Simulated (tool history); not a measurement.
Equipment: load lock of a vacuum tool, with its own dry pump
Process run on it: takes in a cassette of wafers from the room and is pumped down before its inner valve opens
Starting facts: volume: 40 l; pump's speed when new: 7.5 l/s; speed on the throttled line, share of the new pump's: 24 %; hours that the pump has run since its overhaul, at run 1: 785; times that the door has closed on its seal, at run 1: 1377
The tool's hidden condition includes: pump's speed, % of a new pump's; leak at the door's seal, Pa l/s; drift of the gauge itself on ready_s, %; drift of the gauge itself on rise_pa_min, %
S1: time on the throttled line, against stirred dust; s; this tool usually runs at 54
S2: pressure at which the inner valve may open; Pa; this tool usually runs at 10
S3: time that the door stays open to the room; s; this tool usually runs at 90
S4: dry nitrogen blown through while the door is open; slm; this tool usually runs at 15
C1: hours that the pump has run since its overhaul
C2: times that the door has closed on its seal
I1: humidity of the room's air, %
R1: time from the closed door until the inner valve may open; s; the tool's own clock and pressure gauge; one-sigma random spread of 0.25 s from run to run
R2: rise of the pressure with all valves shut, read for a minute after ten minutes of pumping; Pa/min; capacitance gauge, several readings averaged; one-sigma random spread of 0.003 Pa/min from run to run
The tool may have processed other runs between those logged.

Run 1, hour 0: usual settings; C1 785; C2 1377; I1 44.4. Result: R1 91.1 s, R2 0.04 Pa/min.
Run 2, hour 548.4: usual settings; C1 1333; C2 2340; I1 42. Result: R1 90.8 s, R2 0.05 Pa/min.
Run 3, hour 944.7: usual settings; C1 1729; C2 3035; I1 44.8. Result: R1 91.6 s, R2 0.052 Pa/min.
Run 4, hour 1455.5: usual settings but S1 85 s; C1 2240; C2 3932; I1 46.6. Result: R1 114.5 s, R2 0.058 Pa/min.
Run 5, hour 1916.4: usual settings; C1 2701; C2 4741; I1 44. Result: R1 91.1 s, R2 0.055 Pa/min.
Run 6, hour 2436.2: usual settings; C1 3221; C2 5654; I1 44.3. Result: R1 91.3 s, R2 0.062 Pa/min.
Run 7, hour 2954.3: usual settings but S1 90 s; C1 3739; C2 6563; I1 44.4. Result: R1 118.6 s, R2 0.069 Pa/min.
Run 8, hour 3296.5: usual settings; C1 4081; C2 7164; I1 41.8. Result: R1 91.9 s, R2 0.067 Pa/min.
Run 9, hour 3696.6: usual settings; C1 4481; C2 7866; I1 46.1. Result: R1 92.1 s, R2 0.073 Pa/min.
Run 10, hour 4246.2: usual settings but S1 93 s; C1 5031; C2 8831; I1 44.8. Result: R1 122 s, R2 0.075 Pa/min.
Run 11, hour 4611.3: usual settings; C1 5396; C2 9472; I1 44.8. Result: R1 93.2 s, R2 0.079 Pa/min.
Run 12, hour 5164.3: usual settings; C1 5949; C2 10442; I1 44.9. Result: R1 93.2 s, R2 0.082 Pa/min.
Run 13, hour 5557: usual settings but S2 12 Pa; C1 6342; C2 11132; I1 40.8. Result: R1 92.4 s, R2 0.079 Pa/min.
Run 14, hour 5889.4: usual settings but S2 12 Pa; C1 6674; C2 11715; I1 46.4. Result: R1 91.7 s, R2 0.083 Pa/min.
Run 15, hour 6492.5: usual settings but S2 15 Pa; C1 7277; C2 12774; I1 45.5. Result: R1 91.1 s, R2 0.09 Pa/min.
Run 16, hour 6826.6: usual settings but S4 7 slm; C1 7611; C2 13361; I1 43.8. Result: R1 94.2 s, R2 0.104 Pa/min.
Run 17, hour 7152.3: usual settings but S4 7 slm; C1 7937; C2 13932; I1 48.2. Result: R1 94 s, R2 0.109 Pa/min.
Run 18, hour 7690.2: usual settings but S4 7 slm; C1 8475; C2 14876; I1 45.8. Result: R1 94.4 s, R2 0.11 Pa/min.
Run 19, hour 7977.4: usual settings but S4 7 slm; C1 8762; C2 15381; I1 43.7. Result: R1 94.6 s, R2 0.115 Pa/min.
Run 20, hour 8505: usual settings but S4 7 slm; C1 9290; C2 16307; I1 47.9. Result: R1 94.7 s, R2 0.124 Pa/min.
Run 21, hour 9018.6: usual settings but S4 7 slm; C1 9803; C2 17208; I1 45.4. Result: R1 94.7 s, R2 0.118 Pa/min.
At hour 9180.9: dry pump taken out, an overhauled one fitted.
Run 22, hour 9283.7: usual settings but S1 45 s, S3 133 s; C1 103; C2 17663; I1 46.1. Result: R1 83.8 s, R2 0.124 Pa/min.
Run 23, hour 9817.3: usual settings but S1 35 s, S2 17 Pa, S3 96 s, S4 23 slm; C1 636; C2 18600; I1 46.5. Result: R1 73.6 s, R2 0.111 Pa/min.
Run 24, hour 10061: usual settings but S1 35 s, S2 17 Pa, S3 96 s, S4 23 slm; C1 880; C2 19028; I1 43.8. Result: R1 73.4 s, R2 0.116 Pa/min.
Run 25, hour 10332.8: usual settings but S4 5 slm; C1 1152; C2 19505; I1 42. Result: R1 91.4 s, R2 0.133 Pa/min.
Run 26, hour 10700.7: usual settings but S3 185 s, S4 12 slm; C1 1520; C2 20151; I1 43.9. Result: R1 91.1 s, R2 0.153 Pa/min.
Run 27, hour 10954.4: usual settings but S1 33 s, S2 15 Pa; C1 1773; C2 20596; I1 45.3. Result: R1 73.2 s, R2 0.134 Pa/min.
Run 28, hour 11491.7: usual settings but S1 33 s, S2 15 Pa; C1 2311; C2 21539; I1 46.9. Result: R1 73.5 s, R2 0.139 Pa/min.
Run 29, hour 12066.3: usual settings but S1 33 s, S2 15 Pa; C1 2885; C2 22548; I1 45.3. Result: R1 74 s, R2 0.138 Pa/min.
Run 30, hour 12634.4: usual settings but S3 184 s, S4 5 slm; C1 3453; C2 23545; I1 46.6. Result: R1 92 s, R2 0.192 Pa/min.
Run 31, hour 13096.7: usual settings but S1 31 s, S2 15 Pa, S3 218 s, S4 4 slm; C1 3916; C2 24357; I1 46.9. Result: R1 72.7 s, R2 0.211 Pa/min.
Run 32, hour 13528.4: usual settings but S2 9 Pa, S3 87 s; C1 4347; C2 25114; I1 41.5. Result: R1 92.7 s, R2 0.158 Pa/min.
Run 33, hour 13898.9: usual settings but S2 9 Pa, S3 144 s; C1 4718; C2 25765; I1 44.9. Result: R1 93.1 s, R2 0.178 Pa/min.
Run 34, hour 14341.8: usual settings but S2 8 Pa, S3 201 s, S4 16 slm; C1 5161; C2 26542; I1 49.7. Result: R1 93.5 s, R2 0.203 Pa/min.
Run 35, hour 14676.9: usual settings but S1 63 s, S2 15 Pa, S3 177 s, S4 12 slm; C1 5496; C2 27130; I1 43.1. Result: R1 97.2 s, R2 0.188 Pa/min.
Run 36, hour 15165.7: usual settings but S1 63 s, S2 15 Pa, S3 42 s, S4 21 slm; C1 5985; C2 27989; I1 45.9. Result: R1 97.4 s, R2 0.167 Pa/min.
Run 37, hour 15766.2: usual settings but S1 63 s, S2 15 Pa, S3 42 s, S4 21 slm; C1 6585; C2 29043; I1 46. Result: R1 97.6 s, R2 0.161 Pa/min.
Run 38, hour 16016: usual settings but S1 63 s, S2 15 Pa, S3 42 s, S4 21 slm; C1 6835; C2 29481; I1 42.4. Result: R1 97.5 s, R2 0.172 Pa/min.

Pick out some run-to-run changes in R1. Of each, how much would a tool without hidden state show as well, from the settings, what came in and chance, and how much is left for the hidden state and any gauge scatter not in both results compared?
Run 6 -> 7: S1 54 -> 90. R1 +27.3 s: hidden state -0.2, all else +27.5.
Run 7 -> 8: S1 90 -> 54. R1 -26.7 s: hidden state +0.5, all else -27.2.
Run 9 -> 10: S1 54 -> 93. R1 +29.9 s: hidden state -0.5, all else +30.4.
Run 10 -> 11: S1 93 -> 54. R1 -28.8 s: hidden state +0.9, all else -29.7.
Run 21 -> 22: S1 54 -> 45, S3 90 -> 133, S4 7 -> 15, dry pump taken out, an overhauled one fitted. R1 -10.9 s: hidden state -4.3, all else -6.6.
